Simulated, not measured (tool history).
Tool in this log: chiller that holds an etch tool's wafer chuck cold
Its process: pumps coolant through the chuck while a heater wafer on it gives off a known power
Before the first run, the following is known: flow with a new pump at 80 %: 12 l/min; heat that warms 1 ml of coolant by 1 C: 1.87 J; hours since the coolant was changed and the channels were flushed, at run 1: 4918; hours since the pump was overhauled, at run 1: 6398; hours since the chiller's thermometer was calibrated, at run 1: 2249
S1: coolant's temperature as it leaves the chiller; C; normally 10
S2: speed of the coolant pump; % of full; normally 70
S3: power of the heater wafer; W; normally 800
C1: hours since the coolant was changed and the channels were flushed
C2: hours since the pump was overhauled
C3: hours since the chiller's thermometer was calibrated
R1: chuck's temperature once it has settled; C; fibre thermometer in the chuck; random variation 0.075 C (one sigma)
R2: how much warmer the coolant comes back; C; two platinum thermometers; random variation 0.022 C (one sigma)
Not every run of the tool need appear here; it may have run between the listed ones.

run 1 hour=0 | S1=10 S2=70 S3=800 | C1=4918 C2=6398 C3=2249 | R1=17.64 R2=2.63
run 2 hour=197.5 | S1=10 S2=70 S3=800 | C1=5115 C2=6595 C3=2447 | R1=17.5 R2=2.58
run 3 hour=322.3 | S1=10 S2=70 S3=800 | C1=5240 C2=6720 C3=2572 | R1=17.62 R2=2.6
run 4 hour=529.3 | S1=10 S2=70 S3=567 | C1=5447 C2=6927 C3=2779 | R1=15.48 R2=1.84
run 5 hour=657.9 | S1=10 S2=70 S3=567 | C1=5576 C2=7055 C3=2907 | R1=15.25 R2=1.85
run 6 hour=761.6 | S1=10 S2=70 S3=869 | C1=5679 C2=7159 C3=3011 | R1=18.37 R2=2.88
run 7 hour=919 | S1=10 S2=70 S3=869 | C1=5837 C2=7317 C3=3168 | R1=18.26 R2=2.9
run 8 hour=1011.6 | S1=10 S2=70 S3=869 | C1=5929 C2=7409 C3=3261 | R1=18.28 R2=2.86
run 9 hour=1224.6 | S1=10 S2=70 S3=800 | C1=6142 C2=7622 C3=3474 | R1=17.54 R2=2.61
-- hour=1381.3 coolant changed, channels flushed
run 10 hour=1456.8 | S1=12 S2=94 S3=800 | C1=76 C2=7848 C3=3700 | R1=17.57 R2=1.96
run 11 hour=1647.6 | S1=14 S2=94 S3=641 | C1=266 C2=8039 C3=3891 | R1=18.27 R2=1.55
run 12 hour=1800.4 | S1=15 S2=94 S3=419 | C1=419 C2=8192 C3=4044 | R1=17.65 R2=1.01
run 13 hour=1981.9 | S1=11 S2=72 S3=867 | C1=601 C2=8373 C3=4225 | R1=18.37 R2=2.78
run 14 hour=2205.7 | S1=1 S2=90 S3=861 | C1=824 C2=8597 C3=4449 | R1=7.18 R2=2.19
run 15 hour=2304.7 | S1=8 S2=70 S3=1180 | C1=923 C2=8696 C3=4548 | R1=18.66 R2=3.96
run 16 hour=2503.3 | S1=2 S2=86 S3=1027 | C1=1122 C2=8895 C3=4747 | R1=9.9 R2=2.79
run 17 hour=2705.5 | S1=2 S2=82 S3=1027 | C1=1324 C2=9097 C3=4949 | R1=10.24 R2=2.93
-- hour=2754.2 chiller's thermometer calibrated
run 18 hour=2869.6 | S1=9 S2=66 S3=800 | C1=1487 C2=9260 C3=115 | R1=16.85 R2=2.81

Consider 5 possible next runs. They are alternatives, not a sequence: every one starts from the tool as it was left by run 18. What does each give?
run A hour=2976.8 | S1=6 S2=81 S3=513 | C1=1595 C2=9367 C3=223 | R1=? R2=?
run B hour=2976.8 | S1=10 S2=79 S3=800 | C1=1595 C2=9367 C3=223 | R1=? R2=?
run C hour=2976.8 | S1=10 S2=86 S3=1017 | C1=1595 C2=9367 C3=223 | R1=? R2=?
run D hour=2976.8 | S1=10 S2=80 S3=798 | C1=1595 C2=9367 C3=223 | R1=? R2=?
run E hour=2976.8 | S1=9 S2=69 S3=800 | C1=1595 C2=9367 C3=223 | R1=? R2=?

run=A R1=10.31 R2=1.51
run=B R1=16.97 R2=2.39
run=C R1=18.11 R2=2.78
run=D R1=16.89 R2=2.36
run=E R1=16.58 R2=2.74
Without the tool's unlogged condition, the same runs would have read:
run=A R1=10.08 R2=1.38
run=B R1=16.51 R2=2.19
run=C R1=17.53 R2=2.54
run=D R1=16.43 R2=2.15
run=E R1=16.05 R2=2.5

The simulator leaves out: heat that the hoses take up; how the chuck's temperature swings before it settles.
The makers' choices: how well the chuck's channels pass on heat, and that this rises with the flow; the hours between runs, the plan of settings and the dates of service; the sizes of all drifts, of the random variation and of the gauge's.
